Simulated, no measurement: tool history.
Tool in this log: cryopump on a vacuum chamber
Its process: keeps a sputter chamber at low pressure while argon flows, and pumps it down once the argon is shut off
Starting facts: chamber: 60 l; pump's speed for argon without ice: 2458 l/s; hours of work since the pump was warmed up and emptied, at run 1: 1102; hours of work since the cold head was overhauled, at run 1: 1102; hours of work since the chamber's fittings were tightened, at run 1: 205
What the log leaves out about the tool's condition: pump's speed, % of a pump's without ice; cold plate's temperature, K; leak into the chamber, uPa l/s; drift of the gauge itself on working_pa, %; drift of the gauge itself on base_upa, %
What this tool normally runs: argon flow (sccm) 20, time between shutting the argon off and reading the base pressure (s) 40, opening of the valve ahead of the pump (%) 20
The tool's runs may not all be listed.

run	day	argon flow (sccm)	time between shutting the argon off and reading the base pressure (s)	opening of the valve ahead of the pump (%)	hours of work since the pump was warmed up and emptied	hours of work since the cold head was overhauled	hours of work since the chamber's fittings were tightened	pressure while argon flows (Pa)	pressure after the wait (uPa)
1	0	20	40	20	1102	1102	205	0.0739	1.33
# day 1.292: pump warmed up, emptied and cooled again
2	1.604	20	40	20	5	1125	227	0.0686	1.25
3	3.717	37	40	20	39	1159	261	0.1276	1.29
4	6.554	37	40	20	85	1205	307	0.1288	1.36
5	8.204	37	40	20	112	1231	334	0.1285	1.29
6	9.446	37	40	20	132	1252	354	0.129	1.32
7	12.038	37	40	20	173	1293	396	0.1281	1.36
8	14.025	10	40	20	206	1325	428	0.0346	1.37
9	15.592	10	40	20	231	1351	453	0.0353	1.36
10	18.454	10	40	20	277	1397	499	0.035	1.4
11	20.938	10	40	20	317	1437	539	0.0353	1.37
12	22.758	9	158	38	347	1466	569	0.0174	0.66
13	25.438	9	102	20	390	1510	612	0.031	0.78
14	28.254	36	102	20	435	1555	657	0.1271	0.84
15	29.967	36	102	20	463	1583	685	0.1291	0.91
16	32.088	29	137	20	497	1617	719	0.1026	0.79
17	34.667	20	40	58	539	1659	761	0.0267	1.51
18	36.108	20	40	58	562	1682	784	0.0262	1.55
19	38.233	20	40	58	596	1716	818	0.0267	1.56
20	40.462	17	40	33	632	1752	854	0.0383	1.61
21	41.992	16	29	20	657	1777	879	0.0575	1.98

Across each entry between runs, compare the hidden state at the last listed run before it with the hidden state at the first listed run after it:
Between runs 1 and 2: pump warmed up, emptied and cooled again (day 1.292)
  pump's speed, % of a pump's without ice: 72.8 -> 99.7; cold plate's temperature, K: 12.6 -> 12.61; leak into the chamber, uPa l/s: 529 -> 548
  measured minus no-state result, pressure while argon flows (Pa): +0.0053 -> +0.0002; pressure after the wait (uPa): +0.18 -> +0.1
